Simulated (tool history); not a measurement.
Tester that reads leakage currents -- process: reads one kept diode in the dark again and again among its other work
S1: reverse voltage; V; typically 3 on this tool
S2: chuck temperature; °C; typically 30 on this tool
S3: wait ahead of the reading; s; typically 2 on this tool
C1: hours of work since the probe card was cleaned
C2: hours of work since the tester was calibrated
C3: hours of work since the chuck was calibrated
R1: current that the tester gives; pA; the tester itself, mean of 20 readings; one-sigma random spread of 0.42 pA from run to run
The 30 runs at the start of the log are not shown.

run,hour,S1,S2,S3,C1,C2,C3,R1
31,4724.4,14.72,47,5.71,1393,2424,661,984.23
32,4931.2,14.72,27,5.71,1536,2567,803,205.93
33,5040.8,2.72,22,3.56,1611,2642,879,63.5
# hour 5099.5: probe card cleaned and baked
34,5209.4,2.72,22,3.56,76,2756,993,60.97
35,5406.8,16.27,54,0.56,212,2892,1129,1632.41
# hour 5532.3: chuck's temperature calibrated
36,5587.7,16.27,54,0.56,335,3015,38,1806.53
37,5739.8,4.3,22,8.05,440,3120,143,82.76
38,5896.1,4.3,22,8.05,547,3227,250,81.89
39,6101.9,9.98,30,2,689,3369,392,227.4

Here are 4 independent what-if runs from the current tool condition. What would each one return?
A,6321.4,9.3,43,0.66,840,3520,543,?
B,6321.4,3,58,0.52,840,3520,543,?
C,6321.4,1.29,42,2,840,3520,543,?
D,6321.4,2.15,48,2,840,3520,543,?

run,R1
A,608.31
B,1126.43
C,243.5
D,475.76
Take away the tool's hidden state, keep each run's random variation, and the runs would have read:
run,R1
A,626.92
B,1162.67
C,252.12
D,491.95

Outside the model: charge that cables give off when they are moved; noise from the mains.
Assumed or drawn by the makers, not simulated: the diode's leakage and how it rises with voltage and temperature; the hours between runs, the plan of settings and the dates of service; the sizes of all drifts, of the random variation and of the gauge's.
